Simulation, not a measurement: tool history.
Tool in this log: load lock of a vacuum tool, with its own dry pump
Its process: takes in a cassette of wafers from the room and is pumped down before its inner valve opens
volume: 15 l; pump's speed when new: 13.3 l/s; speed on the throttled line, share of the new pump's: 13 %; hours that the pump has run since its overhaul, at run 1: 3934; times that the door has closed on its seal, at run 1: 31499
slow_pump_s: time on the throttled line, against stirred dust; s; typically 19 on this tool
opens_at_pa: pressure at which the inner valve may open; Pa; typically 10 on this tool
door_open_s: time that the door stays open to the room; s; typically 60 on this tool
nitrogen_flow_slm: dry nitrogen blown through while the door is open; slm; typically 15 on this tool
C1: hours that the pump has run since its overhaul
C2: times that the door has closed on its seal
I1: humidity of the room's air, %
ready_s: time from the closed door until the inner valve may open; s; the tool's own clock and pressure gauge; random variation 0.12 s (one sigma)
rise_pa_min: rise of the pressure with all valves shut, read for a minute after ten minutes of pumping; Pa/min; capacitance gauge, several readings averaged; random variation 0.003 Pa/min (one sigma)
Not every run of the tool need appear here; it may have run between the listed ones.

{"run": 1, "hour": 0.0, "slow_pump_s": 19, "opens_at_pa": 10, "door_open_s": 60, "nitrogen_flow_slm": 15, "C1": 3934, "C2": 31499, "I1": 46.8, "ready_s": 27.0, "rise_pa_min": 0.131}
{"run": 2, "hour": 118.6, "slow_pump_s": 19, "opens_at_pa": 10, "door_open_s": 60, "nitrogen_flow_slm": 15, "C1": 4052, "C2": 32050, "I1": 45.0, "ready_s": 27.0, "rise_pa_min": 0.136}
{"run": 3, "hour": 193.7, "slow_pump_s": 37, "opens_at_pa": 10, "door_open_s": 60, "nitrogen_flow_slm": 15, "C1": 4127, "C2": 32400, "I1": 47.0, "ready_s": 42.7, "rise_pa_min": 0.137}
{"run": 4, "hour": 268.1, "slow_pump_s": 37, "opens_at_pa": 10, "door_open_s": 60, "nitrogen_flow_slm": 15, "C1": 4202, "C2": 32746, "I1": 45.1, "ready_s": 42.9, "rise_pa_min": 0.137}
{"run": 5, "hour": 377.1, "slow_pump_s": 37, "opens_at_pa": 10, "door_open_s": 60, "nitrogen_flow_slm": 15, "C1": 4311, "C2": 33253, "I1": 46.9, "ready_s": 42.8, "rise_pa_min": 0.134}
{"run": 6, "hour": 480.5, "slow_pump_s": 19, "opens_at_pa": 10, "door_open_s": 60, "nitrogen_flow_slm": 15, "C1": 4414, "C2": 33734, "I1": 40.7, "ready_s": 27.0, "rise_pa_min": 0.133}
{"run": 7, "hour": 588.4, "slow_pump_s": 19, "opens_at_pa": 10, "door_open_s": 60, "nitrogen_flow_slm": 15, "C1": 4522, "C2": 34236, "I1": 43.6, "ready_s": 27.2, "rise_pa_min": 0.146}
{"run": 8, "hour": 700.0, "slow_pump_s": 19, "opens_at_pa": 10, "door_open_s": 60, "nitrogen_flow_slm": 15, "C1": 4634, "C2": 34755, "I1": 44.3, "ready_s": 27.1, "rise_pa_min": 0.151}
{"run": 9, "hour": 802.5, "slow_pump_s": 19, "opens_at_pa": 10, "door_open_s": 60, "nitrogen_flow_slm": 15, "C1": 4736, "C2": 35231, "I1": 42.8, "ready_s": 27.4, "rise_pa_min": 0.147}
{"run": 10, "hour": 862.4, "slow_pump_s": 19, "opens_at_pa": 10, "door_open_s": 60, "nitrogen_flow_slm": 15, "C1": 4796, "C2": 35510, "I1": 46.4, "ready_s": 27.0, "rise_pa_min": 0.153}
{"run": 11, "hour": 953.9, "slow_pump_s": 19, "opens_at_pa": 10, "door_open_s": 60, "nitrogen_flow_slm": 15, "C1": 4887, "C2": 35936, "I1": 48.4, "ready_s": 27.1, "rise_pa_min": 0.16}
{"run": 12, "hour": 1075.0, "slow_pump_s": 19, "opens_at_pa": 10, "door_open_s": 60, "nitrogen_flow_slm": 15, "C1": 5009, "C2": 36499, "I1": 43.9, "ready_s": 27.4, "rise_pa_min": 0.159}
{"run": 13, "hour": 1215.6, "slow_pump_s": 19, "opens_at_pa": 10, "door_open_s": 60, "nitrogen_flow_slm": 15, "C1": 5149, "C2": 37153, "I1": 45.6, "ready_s": 27.4, "rise_pa_min": 0.159}
{"run": 14, "hour": 1352.6, "slow_pump_s": 19, "opens_at_pa": 10, "door_open_s": 47, "nitrogen_flow_slm": 15, "C1": 5286, "C2": 37790, "I1": 44.0, "ready_s": 27.4, "rise_pa_min": 0.162}
{"run": 15, "hour": 1470.9, "slow_pump_s": 19, "opens_at_pa": 10, "door_open_s": 47, "nitrogen_flow_slm": 15, "C1": 5404, "C2": 38341, "I1": 40.4, "ready_s": 27.0, "rise_pa_min": 0.158}
{"run": 16, "hour": 1565.1, "slow_pump_s": 19, "opens_at_pa": 10, "door_open_s": 47, "nitrogen_flow_slm": 15, "C1": 5499, "C2": 38779, "I1": 45.3, "ready_s": 27.1, "rise_pa_min": 0.163}
{"run": 17, "hour": 1691.9, "slow_pump_s": 19, "opens_at_pa": 8, "door_open_s": 60, "nitrogen_flow_slm": 15, "C1": 5625, "C2": 39369, "I1": 47.2, "ready_s": 27.6, "rise_pa_min": 0.172}
{"run": 18, "hour": 1769.6, "slow_pump_s": 19, "opens_at_pa": 10, "door_open_s": 60, "nitrogen_flow_slm": 15, "C1": 5703, "C2": 39730, "I1": 43.6, "ready_s": 27.2, "rise_pa_min": 0.174}
{"run": 19, "hour": 1911.3, "slow_pump_s": 19, "opens_at_pa": 10, "door_open_s": 60, "nitrogen_flow_slm": 15, "C1": 5845, "C2": 40389, "I1": 43.5, "ready_s": 27.3, "rise_pa_min": 0.18}
{"run": 20, "hour": 2027.6, "slow_pump_s": 35, "opens_at_pa": 10, "door_open_s": 60, "nitrogen_flow_slm": 15, "C1": 5961, "C2": 40930, "I1": 46.4, "ready_s": 41.3, "rise_pa_min": 0.188}
{"run": 21, "hour": 2138.9, "slow_pump_s": 19, "opens_at_pa": 13, "door_open_s": 150, "nitrogen_flow_slm": 15, "C1": 6072, "C2": 41448, "I1": 45.5, "ready_s": 27.1, "rise_pa_min": 0.202}
{"run": 22, "hour": 2276.1, "slow_pump_s": 19, "opens_at_pa": 13, "door_open_s": 150, "nitrogen_flow_slm": 15, "C1": 6210, "C2": 42086, "I1": 47.8, "ready_s": 27.1, "rise_pa_min": 0.211}
{"run": 23, "hour": 2365.8, "slow_pump_s": 19, "opens_at_pa": 13, "door_open_s": 150, "nitrogen_flow_slm": 15, "C1": 6299, "C2": 42503, "I1": 44.7, "ready_s": 27.0, "rise_pa_min": 0.212}
{"run": 24, "hour": 2455.2, "slow_pump_s": 19, "opens_at_pa": 13, "door_open_s": 150, "nitrogen_flow_slm": 15, "C1": 6389, "C2": 42919, "I1": 45.3, "ready_s": 26.7, "rise_pa_min": 0.217}
{"run": 25, "hour": 2542.3, "slow_pump_s": 19, "opens_at_pa": 13, "door_open_s": 150, "nitrogen_flow_slm": 15, "C1": 6476, "C2": 43324, "I1": 42.7, "ready_s": 26.9, "rise_pa_min": 0.218}
{"run": 26, "hour": 2614.6, "slow_pump_s": 18, "opens_at_pa": 13, "door_open_s": 60, "nitrogen_flow_slm": 15, "C1": 6548, "C2": 43661, "I1": 42.2, "ready_s": 26.0, "rise_pa_min": 0.196}
{"run": 27, "hour": 2681.4, "slow_pump_s": 16, "opens_at_pa": 16, "door_open_s": 49, "nitrogen_flow_slm": 39, "C1": 6615, "C2": 43971, "I1": 46.5, "ready_s": 24.0, "rise_pa_min": 0.198}
{"run": 28, "hour": 2822.6, "slow_pump_s": 26, "opens_at_pa": 12, "door_open_s": 48, "nitrogen_flow_slm": 26, "C1": 6756, "C2": 44628, "I1": 42.6, "ready_s": 32.9, "rise_pa_min": 0.203}
{"run": 29, "hour": 2915.3, "slow_pump_s": 26, "opens_at_pa": 12, "door_open_s": 48, "nitrogen_flow_slm": 26, "C1": 6849, "C2": 45059, "I1": 43.4, "ready_s": 33.1, "rise_pa_min": 0.204}
{"run": 30, "hour": 3015.7, "slow_pump_s": 26, "opens_at_pa": 12, "door_open_s": 48, "nitrogen_flow_slm": 26, "C1": 6949, "C2": 45526, "I1": 44.0, "ready_s": 33.4, "rise_pa_min": 0.204}
{"run": 31, "hour": 3138.4, "slow_pump_s": 13, "opens_at_pa": 12, "door_open_s": 48, "nitrogen_flow_slm": 26, "C1": 7072, "C2": 46097, "I1": 42.3, "ready_s": 21.8, "rise_pa_min": 0.206}
{"run": 32, "hour": 3202.3, "slow_pump_s": 23, "opens_at_pa": 7, "door_open_s": 115, "nitrogen_flow_slm": 12, "C1": 7136, "C2": 46394, "I1": 45.8, "ready_s": 31.1, "rise_pa_min": 0.24}
{"run": 33, "hour": 3272.9, "slow_pump_s": 13, "opens_at_pa": 17, "door_open_s": 51, "nitrogen_flow_slm": 11, "C1": 7206, "C2": 46723, "I1": 47.7, "ready_s": 21.5, "rise_pa_min": 0.225}
{"run": 34, "hour": 3330.4, "slow_pump_s": 13, "opens_at_pa": 17, "door_open_s": 51, "nitrogen_flow_slm": 11, "C1": 7264, "C2": 46990, "I1": 46.0, "ready_s": 21.2, "rise_pa_min": 0.23}
{"run": 35, "hour": 3446.5, "slow_pump_s": 22, "opens_at_pa": 10, "door_open_s": 176, "nitrogen_flow_slm": 4, "C1": 7380, "C2": 47530, "I1": 46.2, "ready_s": 29.9, "rise_pa_min": 0.273}
{"run": 36, "hour": 3573.7, "slow_pump_s": 34, "opens_at_pa": 14, "door_open_s": 95, "nitrogen_flow_slm": 43, "C1": 7507, "C2": 48122, "I1": 48.4, "ready_s": 39.8, "rise_pa_min": 0.227}

Consider 5 possible next runs. They are alternatives, not a sequence: every one starts from the tool as it was left by run 36. What does each give?
{"run": "A", "hour": 3702.8, "slow_pump_s": 34, "opens_at_pa": 8, "door_open_s": 113, "nitrogen_flow_slm": 13, "C1": 7636, "C2": 48722, "I1": 46.0, "ready_s": "?", "rise_pa_min": "?"}
{"run": "B", "hour": 3702.8, "slow_pump_s": 19, "opens_at_pa": 10, "door_open_s": 27, "nitrogen_flow_slm": 4, "C1": 7636, "C2": 48722, "I1": 45.0, "ready_s": "?", "rise_pa_min": "?"}
{"run": "C", "hour": 3702.8, "slow_pump_s": 34, "opens_at_pa": 14, "door_open_s": 95, "nitrogen_flow_slm": 8, "C1": 7636, "C2": 48722, "I1": 44.6, "ready_s": "?", "rise_pa_min": "?"}
{"run": "D", "hour": 3702.8, "slow_pump_s": 19, "opens_at_pa": 10, "door_open_s": 60, "nitrogen_flow_slm": 15, "C1": 7636, "C2": 48722, "I1": 44.4, "ready_s": "?", "rise_pa_min": "?"}
{"run": "E", "hour": 3702.8, "slow_pump_s": 11, "opens_at_pa": 11, "door_open_s": 60, "nitrogen_flow_slm": 18, "C1": 7636, "C2": 48722, "I1": 44.0, "ready_s": "?", "rise_pa_min": "?"}

run=A ready_s=40.6 rise_pa_min=0.252
run=B ready_s=27.3 rise_pa_min=0.238
run=C ready_s=40.1 rise_pa_min=0.260
run=D ready_s=27.4 rise_pa_min=0.234
run=E ready_s=20.5 rise_pa_min=0.238
What these runs would have given with no unlogged condition in the tool:
run=A ready_s=40.4 rise_pa_min=0.042
run=B ready_s=27.0 rise_pa_min=0.031
run=C ready_s=39.9 rise_pa_min=0.047
run=D ready_s=27.2 rise_pa_min=0.028
run=E ready_s=20.2 rise_pa_min=0.027

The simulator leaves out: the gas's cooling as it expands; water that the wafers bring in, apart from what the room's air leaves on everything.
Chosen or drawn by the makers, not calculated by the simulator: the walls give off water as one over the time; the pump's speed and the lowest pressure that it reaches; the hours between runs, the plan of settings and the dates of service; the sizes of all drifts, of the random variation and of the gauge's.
